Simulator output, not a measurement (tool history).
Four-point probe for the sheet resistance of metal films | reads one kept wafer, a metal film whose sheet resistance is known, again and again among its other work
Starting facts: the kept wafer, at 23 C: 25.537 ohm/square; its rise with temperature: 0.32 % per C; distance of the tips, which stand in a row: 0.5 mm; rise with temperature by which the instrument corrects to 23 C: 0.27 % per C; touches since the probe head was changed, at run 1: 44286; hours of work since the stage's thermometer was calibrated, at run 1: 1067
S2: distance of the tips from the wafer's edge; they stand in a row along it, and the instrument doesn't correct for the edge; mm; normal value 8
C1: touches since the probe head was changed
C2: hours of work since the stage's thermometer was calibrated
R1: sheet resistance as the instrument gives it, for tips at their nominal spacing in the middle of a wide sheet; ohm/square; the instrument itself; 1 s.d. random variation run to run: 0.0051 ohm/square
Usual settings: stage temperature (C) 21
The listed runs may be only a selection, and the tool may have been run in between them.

run 1 hour=0 | stage_temperature_(C)=21 S2=8 | C1=44286 C2=1067 | R1=25.56363
run 2 hour=37.4 | stage_temperature_(C)=21 S2=8 | C1=45523 C2=1092 | R1=25.565849
run 3 hour=84.7 | stage_temperature_(C)=33 S2=8 | C1=47089 C2=1123 | R1=25.730113
run 4 hour=123.1 | stage_temperature_(C)=25 S2=8 | C1=48359 C2=1148 | R1=25.628251
run 5 hour=152.3 | stage_temperature_(C)=21 S2=10 | C1=49325 C2=1167 | R1=25.534603
run 6 hour=174 | stage_temperature_(C)=21 S2=10 | C1=50042 C2=1182 | R1=25.543091
run 7 hour=203.8 | stage_temperature_(C)=21 S2=10 | C1=51029 C2=1201 | R1=25.542706
run 8 hour=253.1 | stage_temperature_(C)=21 S2=10 | C1=52660 C2=1234 | R1=25.553539
run 9 hour=289.2 | stage_temperature_(C)=21 S2=10 | C1=53854 C2=1257 | R1=25.541604
-- hour=300.5 stage's thermometer calibrated
run 10 hour=343 | stage_temperature_(C)=20 S2=8 | C1=55621 C2=28 | R1=25.556162
run 11 hour=368.7 | stage_temperature_(C)=20 S2=8 | C1=56468 C2=45 | R1=25.558728
run 12 hour=420.3 | stage_temperature_(C)=20 S2=8 | C1=58178 C2=79 | R1=25.55035
run 13 hour=453.9 | stage_temperature_(C)=20 S2=8 | C1=59290 C2=101 | R1=25.550547
run 14 hour=489.9 | stage_temperature_(C)=20 S2=8 | C1=60481 C2=124 | R1=25.557734
run 15 hour=524.7 | stage_temperature_(C)=21 S2=4 | C1=61633 C2=147 | R1=25.724971
run 16 hour=571.1 | stage_temperature_(C)=21 S2=27 | C1=63168 C2=178 | R1=25.520521
run 17 hour=611.3 | stage_temperature_(C)=21 S2=15 | C1=64496 C2=204 | R1=25.518706
run 18 hour=658.4 | stage_temperature_(C)=21 S2=15 | C1=66054 C2=235 | R1=25.528473
run 19 hour=684.3 | stage_temperature_(C)=21 S2=15 | C1=66912 C2=252 | R1=25.53179
run 20 hour=733.7 | stage_temperature_(C)=21 S2=8 | C1=68548 C2=284 | R1=25.560237
run 21 hour=773.9 | stage_temperature_(C)=21 S2=10 | C1=69878 C2=311 | R1=25.54338
run 22 hour=800 | stage_temperature_(C)=21 S2=10 | C1=70741 C2=328 | R1=25.546889
run 23 hour=850.1 | stage_temperature_(C)=21 S2=10 | C1=72398 C2=361 | R1=25.543467
run 24 hour=900.4 | stage_temperature_(C)=31 S2=33 | C1=74064 C2=394 | R1=25.653896
run 25 hour=926.5 | stage_temperature_(C)=31 S2=33 | C1=74927 C2=411 | R1=25.653309
run 26 hour=968 | stage_temperature_(C)=31 S2=51 | C1=76300 C2=438 | R1=25.650847
run 27 hour=996 | stage_temperature_(C)=31 S2=51 | C1=77226 C2=456 | R1=25.647151
run 28 hour=1049.4 | stage_temperature_(C)=33 S2=23 | C1=78993 C2=492 | R1=25.679355
run 29 hour=1098.3 | stage_temperature_(C)=33 S2=23 | C1=80611 C2=524 | R1=25.689741
run 30 hour=1144.4 | stage_temperature_(C)=32 S2=35 | C1=82137 C2=554 | R1=25.667135
run 31 hour=1190.7 | stage_temperature_(C)=32 S2=55 | C1=83668 C2=584 | R1=25.667634
run 32 hour=1231.3 | stage_temperature_(C)=32 S2=6 | C1=85011 C2=611 | R1=25.752857
run 33 hour=1261.3 | stage_temperature_(C)=31 S2=9 | C1=86005 C2=631 | R1=25.690417
run 34 hour=1293.8 | stage_temperature_(C)=31 S2=9 | C1=87078 C2=652 | R1=25.691004
run 35 hour=1334.8 | stage_temperature_(C)=31 S2=6 | C1=88437 C2=679 | R1=25.747469
run 36 hour=1357.5 | stage_temperature_(C)=21 S2=11 | C1=89188 C2=694 | R1=25.540481
run 37 hour=1406.1 | stage_temperature_(C)=22 S2=9 | C1=90796 C2=726 | R1=25.570539
run 38 hour=1443 | stage_temperature_(C)=21 S2=5 | C1=92016 C2=750 | R1=25.652954
run 39 hour=1490.9 | stage_temperature_(C)=22 S2=50 | C1=93602 C2=781 | R1=25.52828
run 40 hour=1528.1 | stage_temperature_(C)=22 S2=50 | C1=94834 C2=806 | R1=25.523987
run 41 hour=1553.4 | stage_temperature_(C)=28 S2=4 | C1=95670 C2=822 | R1=25.822394
run 42 hour=1575.8 | stage_temperature_(C)=33 S2=5 | C1=96411 C2=837 | R1=25.817247
run 43 hour=1616 | stage_temperature_(C)=24 S2=4 | C1=97740 C2=863 | R1=25.768143
run 44 hour=1666.8 | stage_temperature_(C)=24 S2=4 | C1=99421 C2=897 | R1=25.770397
run 45 hour=1695.9 | stage_temperature_(C)=24 S2=4 | C1=100384 C2=916 | R1=25.764665
run 46 hour=1748.6 | stage_temperature_(C)=24 S2=4 | C1=102129 C2=950 | R1=25.769881

How the hidden state differs across the entries between the runs, from the last listed run before each to the first after it:
After run 9, before run 10: stage's thermometer calibrated (hour 300.5)
  inner tips' distance over the nominal, %: 0.008 -> 0.009

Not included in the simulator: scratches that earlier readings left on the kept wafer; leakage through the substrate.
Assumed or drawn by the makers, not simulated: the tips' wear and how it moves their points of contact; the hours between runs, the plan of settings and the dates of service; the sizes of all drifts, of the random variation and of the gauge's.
